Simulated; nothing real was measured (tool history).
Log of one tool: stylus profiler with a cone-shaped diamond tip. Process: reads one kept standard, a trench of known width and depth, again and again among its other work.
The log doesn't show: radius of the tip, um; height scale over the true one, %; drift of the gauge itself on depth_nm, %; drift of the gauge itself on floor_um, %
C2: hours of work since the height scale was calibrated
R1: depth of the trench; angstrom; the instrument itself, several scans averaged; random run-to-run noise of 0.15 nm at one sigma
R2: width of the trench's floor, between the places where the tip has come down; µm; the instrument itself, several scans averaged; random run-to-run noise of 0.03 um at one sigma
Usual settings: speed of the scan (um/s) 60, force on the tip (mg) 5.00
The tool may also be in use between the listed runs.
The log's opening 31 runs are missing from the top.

{"run": 32, "hour": 627.6, "speed of the scan (um/s)": 30, "force on the tip (mg)": 1.67, "scans with this tip": 10281, "C2": 777, "R1": 10081.0, "R2": 14.55}
{"run": 33, "hour": 650.7, "speed of the scan (um/s)": 29, "force on the tip (mg)": 9.62, "scans with this tip": 10436, "C2": 789, "R1": 10289.0, "R2": 14.68}
{"run": 34, "hour": 666.8, "speed of the scan (um/s)": 29, "force on the tip (mg)": 9.62, "scans with this tip": 10544, "C2": 797, "R1": 10287.6, "R2": 14.67}
{"run": 35, "hour": 684.0, "speed of the scan (um/s)": 29, "force on the tip (mg)": 9.62, "scans with this tip": 10659, "C2": 806, "R1": 10289.4, "R2": 14.7}
{"run": 36, "hour": 704.3, "speed of the scan (um/s)": 127, "force on the tip (mg)": 2.03, "scans with this tip": 10795, "C2": 816, "R1": 10093.4, "R2": 13.86}
{"run": 37, "hour": 718.8, "speed of the scan (um/s)": 127, "force on the tip (mg)": 2.03, "scans with this tip": 10892, "C2": 823, "R1": 10087.7, "R2": 13.95}
{"run": 38, "hour": 737.4, "speed of the scan (um/s)": 168, "force on the tip (mg)": 14.59, "scans with this tip": 11017, "C2": 833, "R1": 10386.9, "R2": 14.3}
{"run": 39, "hour": 758.1, "speed of the scan (um/s)": 19, "force on the tip (mg)": 9.84, "scans with this tip": 11156, "C2": 843, "R1": 10294.4, "R2": 14.61}
{"run": 40, "hour": 785.3, "speed of the scan (um/s)": 19, "force on the tip (mg)": 9.84, "scans with this tip": 11338, "C2": 857, "R1": 10294.1, "R2": 14.66}
{"run": 41, "hour": 812.0, "speed of the scan (um/s)": 25, "force on the tip (mg)": 7.86, "scans with this tip": 11517, "C2": 871, "R1": 10250.7, "R2": 14.61}
{"run": 42, "hour": 831.9, "speed of the scan (um/s)": 21, "force on the tip (mg)": 1.7, "scans with this tip": 11651, "C2": 881, "R1": 10080.2, "R2": 14.49}
{"run": 43, "hour": 858.3, "speed of the scan (um/s)": 21, "force on the tip (mg)": 1.7, "scans with this tip": 11828, "C2": 894, "R1": 10079.8, "R2": 14.47}
{"run": 44, "hour": 873.4, "speed of the scan (um/s)": 192, "force on the tip (mg)": 4.61, "scans with this tip": 11929, "C2": 902, "R1": 10169.6, "R2": 13.73}
{"run": 45, "hour": 895.7, "speed of the scan (um/s)": 27, "force on the tip (mg)": 1.92, "scans with this tip": 12078, "C2": 913, "R1": 10086.1, "R2": 14.4}
{"run": 46, "hour": 913.0, "speed of the scan (um/s)": 93, "force on the tip (mg)": 10.42, "scans with this tip": 12195, "C2": 922, "R1": 10302.3, "R2": 14.3}

Below are 3 alternative next runs, each starting from the tool's condition after run 46. Predict each:
{"run": "A", "hour": 930.8, "speed of the scan (um/s)": 27, "force on the tip (mg)": 5.0, "scans with this tip": 12314, "C2": 931, "R1": "?", "R2": "?"}
{"run": "B", "hour": 930.8, "speed of the scan (um/s)": 77, "force on the tip (mg)": 5.0, "scans with this tip": 12314, "C2": 931, "R1": "?", "R2": "?"}
{"run": "C", "hour": 930.8, "speed of the scan (um/s)": 87, "force on the tip (mg)": 10.95, "scans with this tip": 12314, "C2": 931, "R1": "?", "R2": "?"}

run=A R1=10178.9 R2=14.46
run=B R1=10183.0 R2=14.24
run=C R1=10315.0 R2=14.34
Take away the tool's hidden state, keep each run's random variation, and the runs would have read:
run=A R1=10194.5 R2=15.85
run=B R1=10198.6 R2=15.62
run=C R1=10330.8 R2=15.73
